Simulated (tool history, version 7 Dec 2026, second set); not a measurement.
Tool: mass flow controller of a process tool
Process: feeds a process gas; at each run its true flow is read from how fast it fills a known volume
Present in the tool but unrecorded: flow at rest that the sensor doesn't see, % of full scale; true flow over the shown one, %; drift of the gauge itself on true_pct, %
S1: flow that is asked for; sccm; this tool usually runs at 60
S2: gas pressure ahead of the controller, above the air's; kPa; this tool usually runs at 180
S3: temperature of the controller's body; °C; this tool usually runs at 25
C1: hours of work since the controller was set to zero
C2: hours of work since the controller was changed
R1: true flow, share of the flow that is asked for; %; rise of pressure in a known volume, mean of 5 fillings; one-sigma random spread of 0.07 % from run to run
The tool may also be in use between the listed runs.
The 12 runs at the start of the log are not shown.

run 13 day=39.521 | S1=60 S2=180 S3=27 | C1=1999 C2=1999 | R1=96.04
run 14 day=41.967 | S1=60 S2=180 S3=25 | C1=2040 C2=2040 | R1=96.18
run 15 day=44.783 | S1=60 S2=180 S3=25 | C1=2087 C2=2087 | R1=96.06
run 16 day=47.483 | S1=60 S2=180 S3=25 | C1=2131 C2=2131 | R1=96.02
run 17 day=52.021 | S1=26 S2=166 S3=34 | C1=2207 C2=2207 | R1=92.87
run 18 day=54.975 | S1=26 S2=166 S3=34 | C1=2256 C2=2256 | R1=92.69
run 19 day=59.658 | S1=60 S2=249 S3=24 | C1=2333 C2=2333 | R1=95.61
run 20 day=62.038 | S1=186 S2=155 S3=26 | C1=2373 C2=2373 | R1=98.29
run 21 day=65.388 | S1=171 S2=155 S3=26 | C1=2428 C2=2428 | R1=98.09
run 22 day=67.996 | S1=60 S2=236 S3=25 | C1=2471 C2=2471 | R1=95.50
run 23 day=71.154 | S1=200 S2=223 S3=25 | C1=2524 C2=2524 | R1=98.35
run 24 day=74.729 | S1=136 S2=251 S3=25 | C1=2583 C2=2583 | R1=97.34
run 25 day=79.025 | S1=136 S2=251 S3=25 | C1=2654 C2=2654 | R1=97.08
run 26 day=81.612 | S1=60 S2=234 S3=25 | C1=2697 C2=2697 | R1=95.20
run 27 day=83.708 | S1=24 S2=234 S3=25 | C1=2732 C2=2732 | R1=91.52
run 28 day=88.162 | S1=24 S2=234 S3=25 | C1=2806 C2=2806 | R1=91.35
run 29 day=90.775 | S1=39 S2=228 S3=26 | C1=2849 C2=2849 | R1=93.58
run 30 day=95.412 | S1=56 S2=180 S3=25 | C1=2926 C2=2926 | R1=95.06
run 31 day=100.004 | S1=60 S2=245 S3=25 | C1=3002 C2=3002 | R1=95.06
run 32 day=102.629 | S1=60 S2=245 S3=25 | C1=3045 C2=3045 | R1=94.78

5 options for the next run, each taken on its own from the tool as it stands now. Forecast them:
run A day=105.608 | S1=60 S2=245 S3=27 | C1=3095 C2=3095 | R1=?
run B day=105.608 | S1=22 S2=180 S3=25 | C1=3095 C2=3095 | R1=?
run C day=105.608 | S1=24 S2=188 S3=33 | C1=3095 C2=3095 | R1=?
run D day=105.608 | S1=60 S2=202 S3=25 | C1=3095 C2=3095 | R1=?
run E day=105.608 | S1=29 S2=268 S3=25 | C1=3095 C2=3095 | R1=?

run=A R1=94.62
run=B R1=90.30
run=C R1=90.51
run=D R1=94.97
run=E R1=91.81
With no hidden state in the tool, these same runs would have given:
run=A R1=98.31
run=B R1=98.22
run=C R1=97.88
run=D R1=98.66
run=E R1=98.12

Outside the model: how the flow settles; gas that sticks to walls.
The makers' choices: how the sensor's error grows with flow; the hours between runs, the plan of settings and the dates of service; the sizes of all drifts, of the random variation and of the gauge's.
